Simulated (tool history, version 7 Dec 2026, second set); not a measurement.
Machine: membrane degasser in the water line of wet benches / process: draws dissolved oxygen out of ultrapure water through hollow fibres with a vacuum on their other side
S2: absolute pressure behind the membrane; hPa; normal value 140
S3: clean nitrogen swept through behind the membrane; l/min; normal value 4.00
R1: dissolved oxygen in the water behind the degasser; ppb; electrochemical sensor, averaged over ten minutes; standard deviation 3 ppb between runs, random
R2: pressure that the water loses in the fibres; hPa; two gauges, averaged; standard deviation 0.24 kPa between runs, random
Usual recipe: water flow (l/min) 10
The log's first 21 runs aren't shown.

Run 22, day 73.879: usual settings but water flow (l/min) 11, S2 164 hPa. Result: R1 416.9 ppb, R2 691.4 hPa.
Run 23, day 77.579: usual settings but water flow (l/min) 11, S2 164 hPa. Result: R1 413.4 ppb, R2 689.1 hPa.
Run 24, day 82.588: usual settings but water flow (l/min) 11, S2 111 hPa, S3 3.43 l/min. Result: R1 391.6 ppb, R2 696.1 hPa.
Run 25, day 87.075: usual settings but S2 258 hPa. Result: R1 380.6 ppb, R2 631.3 hPa.
Run 26, day 91.479: usual settings but water flow (l/min) 6, S2 213 hPa, S3 5.48 l/min. Result: R1 92.9 ppb, R2 379.0 hPa.
Run 27, day 95.288: usual settings but water flow (l/min) 7, S2 105 hPa. Result: R1 108.0 ppb, R2 444.1 hPa.
Run 28, day 98.117: usual settings but S2 165 hPa, S3 8.33 l/min. Result: R1 290.8 ppb, R2 628.9 hPa.
Run 29, day 103.638: usual settings but water flow (l/min) 14, S3 8.16 l/min. Result: R1 634.0 ppb, R2 879.8 hPa.
Run 30, day 108.088: usual settings but water flow (l/min) 14, S3 8.16 l/min. Result: R1 633.4 ppb, R2 885.9 hPa.
Run 31, day 110.946: usual settings but water flow (l/min) 14, S2 87 hPa, S3 4.97 l/min. Result: R1 627.8 ppb, R2 883.1 hPa.

Alternative continuations, all from the tool just after run 31; predict every row:
Run A, day 113.471: usual settings but water flow (l/min) 8, S3 9.71 l/min. Result: R1 ?, R2 ?.
Run B, day 113.471: usual settings but water flow (l/min) 8, S2 290 hPa, S3 1.68 l/min. Result: R1 ?, R2 ?.
Run C, day 113.471: usual settings but S3 1.61 l/min. Result: R1 ?, R2 ?.
Run D, day 113.471: usual settings but water flow (l/min) 8, S2 235 hPa, S3 7.36 l/min. Result: R1 ?, R2 ?.
Run E, day 113.471: usual settings but water flow (l/min) 14, S2 123 hPa, S3 4.97 l/min. Result: R1 ?, R2 ?.

run     R1     R2
  A  150.1  504.9
  B  425.4  504.3
  C  406.6  630.0
  D  182.5  509.1
  E  643.7  887.3
Take away the tool's hidden state, keep each run's random variation, and the runs would have read:
run     R1     R2
  A  140.0  496.4
  B  400.8  495.8
  C  386.0  619.4
  D  170.4  500.6
  E  616.2  872.4
